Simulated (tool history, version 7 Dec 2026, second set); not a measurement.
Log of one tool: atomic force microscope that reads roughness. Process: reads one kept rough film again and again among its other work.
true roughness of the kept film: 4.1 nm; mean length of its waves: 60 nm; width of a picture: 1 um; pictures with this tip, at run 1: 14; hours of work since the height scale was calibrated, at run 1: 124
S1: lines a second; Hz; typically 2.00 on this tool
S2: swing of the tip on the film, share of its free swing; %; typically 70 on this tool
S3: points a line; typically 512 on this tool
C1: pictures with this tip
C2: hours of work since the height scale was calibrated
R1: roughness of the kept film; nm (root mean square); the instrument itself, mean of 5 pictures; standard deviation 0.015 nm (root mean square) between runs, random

run	hour	S1	S2	S3	C1	C2	R1
1	0.0	2.00	70	512	14	124	3.592
2	4.7	2.00	70	512	22	126	3.581
3	9.5	2.00	69	512	31	128	3.611
4	14.3	2.00	70	512	39	131	3.578
5	20.4	2.00	70	747	50	134	3.577
6	25.7	2.00	70	747	59	137	3.609
7	32.8	0.82	70	512	72	140	3.756
8	37.5	2.00	76	512	80	142	3.499
9	44.8	2.00	76	512	92	146	3.466
10	49.7	2.00	73	512	101	149	3.534
11	60.5	2.00	73	512	120	154	3.528
12	69.4	2.00	73	598	136	158	3.538
13	79.7	2.00	73	598	154	164	3.529
14	86.4	2.00	73	691	165	167	3.529
15	94.5	2.45	65	453	180	171	3.627
16	104.8	0.99	66	512	198	176	3.761
# hour 107.0: new tip fitted
17	110.6	0.99	66	512	6	179	3.768
18	116.6	2.00	87	512	17	182	3.212
19	127.2	2.00	87	512	35	187	3.216
20	138.3	1.31	90	553	55	193	3.371
21	144.0	1.99	78	312	65	196	3.444
22	152.5	1.38	66	483	80	200	3.727
23	160.6	1.42	66	463	94	204	3.714
24	170.1	1.26	64	476	110	209	3.746
25	177.1	2.25	86	419	123	212	3.176
26	187.5	2.25	86	419	141	218	3.152
27	196.9	2.00	75	444	157	222	3.519

Across each entry between runs, compare the hidden state at the last listed run before it with the hidden state at the first listed run after it:
From run 16 to run 17: new tip fitted (hour 107.0)
  radius of the tip, nm: 10.5 -> 10

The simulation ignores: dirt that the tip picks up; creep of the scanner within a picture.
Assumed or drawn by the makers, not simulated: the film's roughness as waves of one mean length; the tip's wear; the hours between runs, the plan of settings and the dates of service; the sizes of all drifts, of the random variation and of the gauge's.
